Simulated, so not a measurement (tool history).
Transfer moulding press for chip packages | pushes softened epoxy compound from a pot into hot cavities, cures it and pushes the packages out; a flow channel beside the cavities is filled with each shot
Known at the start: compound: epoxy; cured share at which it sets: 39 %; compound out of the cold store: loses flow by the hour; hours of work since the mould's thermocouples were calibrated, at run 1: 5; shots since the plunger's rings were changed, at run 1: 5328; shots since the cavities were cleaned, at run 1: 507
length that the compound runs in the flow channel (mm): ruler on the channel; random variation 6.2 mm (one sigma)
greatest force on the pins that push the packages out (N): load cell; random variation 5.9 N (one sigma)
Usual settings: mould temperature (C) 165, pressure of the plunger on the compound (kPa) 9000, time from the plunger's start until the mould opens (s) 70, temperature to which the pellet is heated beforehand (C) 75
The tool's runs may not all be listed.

run,hour,mould temperature (C),pressure of the plunger on the compound (kPa),time from the plunger's start until the mould opens (s),temperature to which the pellet is heated beforehand (C),hours of work since the mould's thermocouples were calibrated,shots since the plunger's rings were changed,shots since the cavities were cleaned,incoming compound's hours out of the cold store,length that the compound runs in the flow channel (mm),greatest force on the pins that push the packages out (N)
1,0,165,9000,70,75,5,5328,507,26,590,274
2,6.1,165,9000,72,75,9,5395,574,11.3,613,285
3,15.5,172,9000,70,75,13,5499,678,47.3,537,245
4,23.1,165,9000,54,75,17,5583,762,43.4,563,476
5,31.8,165,7740,70,75,22,5679,858,40.7,523,301
# hour 41: plunger's sealing rings changed
6,44.1,165,9000,70,75,27,34,967,15.1,684,312
7,50.5,165,9000,70,75,30,105,1038,24,657,313
8,56.9,165,9000,70,75,34,176,1109,35.2,641,321
# hour 59.7: cavities cleaned with cleaning compound and waxed
9,66.5,165,9000,53,75,38,265,75,27.3,661,390
10,77.8,172,9000,53,75,44,390,200,29.7,630,278
11,84.7,172,9000,53,75,47,466,276,30.5,632,286
12,91,172,9000,53,75,50,536,346,34.1,630,280
13,102.2,160,9000,53,70,56,660,470,13.3,692,709
14,112,160,9000,53,70,61,769,579,23.6,674,711
15,118.2,163,9000,69,72,64,837,647,25.2,662,329
16,128.4,165,9000,70,83,70,950,760,43,621,284
17,138.2,158,9000,91,75,75,1058,868,43.2,633,278
18,144.5,158,9000,91,75,78,1128,938,8.7,701,305
19,150,158,9000,91,75,81,1189,999,22.4,678,297
20,160.2,164,9000,95,75,86,1302,1112,35.4,613,264
# hour 162.3: cavities cleaned with cleaning compound and waxed
21,169.9,173,9000,70,71,90,1393,85,23.2,633,199
22,180.6,173,9000,70,71,96,1511,203,16.9,650,211
23,190.3,173,9000,70,71,101,1618,310,20.3,644,218

Forecast each of these 5 alternatives for the next run:
A,196.5,159,9000,52,73,104,1687,379,44.6,?,?
B,196.5,157,9000,80,78,104,1687,379,27.7,?,?
C,196.5,165,7300,70,75,104,1687,379,12.8,?,?
D,196.5,157,7330,70,75,104,1687,379,10.1,?,?
E,196.5,163,10260,64,75,104,1687,379,38.4,?,?

run,length that the compound runs in the flow channel (mm),greatest force on the pins that push the packages out (N)
A,623,671
B,658,322
C,613,265
D,640,462
E,677,334
Without the tool's hidden state the same runs would have given:
run,length that the compound runs in the flow channel (mm),greatest force on the pins that push the packages out (N)
A,642,553
B,678,264
C,632,217
D,660,380
E,698,274
